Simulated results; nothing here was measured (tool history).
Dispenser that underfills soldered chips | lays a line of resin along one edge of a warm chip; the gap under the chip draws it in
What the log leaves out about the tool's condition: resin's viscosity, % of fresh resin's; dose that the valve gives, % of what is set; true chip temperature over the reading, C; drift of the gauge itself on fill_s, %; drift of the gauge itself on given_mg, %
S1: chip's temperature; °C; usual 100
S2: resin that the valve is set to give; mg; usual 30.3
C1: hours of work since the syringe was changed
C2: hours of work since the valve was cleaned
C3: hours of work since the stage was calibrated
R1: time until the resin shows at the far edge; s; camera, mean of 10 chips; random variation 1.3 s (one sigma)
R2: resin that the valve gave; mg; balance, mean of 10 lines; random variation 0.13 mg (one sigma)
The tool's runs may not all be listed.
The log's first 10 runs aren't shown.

run 11 hour=62.6 | S1=100 S2=26.4 | C1=5 C2=12 C3=215 | R1=155.6 R2=26.33
run 12 hour=67.7 | S1=100 S2=26.4 | C1=8 C2=16 C3=218 | R1=171.5 R2=26.09
run 13 hour=71.4 | S1=100 S2=26.4 | C1=10 C2=18 C3=221 | R1=185.0 R2=26.04
-- hour=74.3 new syringe of resin
run 14 hour=77.9 | S1=100 S2=31.2 | C1=2 C2=22 C3=225 | R1=134.4 R2=30.88
run 15 hour=85.4 | S1=100 S2=31.2 | C1=7 C2=27 C3=230 | R1=161.2 R2=30.58
run 16 hour=89.6 | S1=100 S2=30.3 | C1=10 C2=30 C3=233 | R1=177.7 R2=29.70
-- hour=92.9 new syringe of resin
run 17 hour=96.9 | S1=100 S2=30.3 | C1=3 C2=35 C3=237 | R1=136.2 R2=29.51
run 18 hour=104.8 | S1=100 S2=30.3 | C1=8 C2=40 C3=243 | R1=165.6 R2=29.26
run 19 hour=110.5 | S1=114 S2=28.9 | C1=12 C2=44 C3=246 | R1=105.3 R2=27.83
-- hour=111.4 new syringe of resin
run 20 hour=115.8 | S1=100 S2=31.0 | C1=3 C2=47 C3=250 | R1=138.1 R2=29.90
run 21 hour=119.6 | S1=113 S2=30.2 | C1=5 C2=50 C3=252 | R1=87.5 R2=28.75
run 22 hour=125.0 | S1=87 S2=33.0 | C1=9 C2=53 C3=256 | R1=298.4 R2=31.51
-- hour=130.1 new syringe of resin
run 23 hour=133.4 | S1=110 S2=28.0 | C1=2 C2=59 C3=261 | R1=89.5 R2=26.68
run 24 hour=137.1 | S1=97 S2=28.2 | C1=5 C2=61 C3=264 | R1=171.1 R2=26.64
-- hour=143.1 dispensing valve cleaned and set on the balance
run 25 hour=143.1 | S1=97 S2=28.2 | C1=8 C2=0 C3=267 | R1=187.9 R2=28.07

Forecast run 26:
-- hour=149.5 new syringe of resin
run 26 hour=149.5 | S1=93 S2=28.3 | C1=0 C2=4 C3=271 | R1=? R2=?

R1: 171.4 s
R2: 28.09 mg
With the hidden condition absent and the run-to-run variation left alone, this run would have shown R1 181.9 s, R2 28.19 mg.
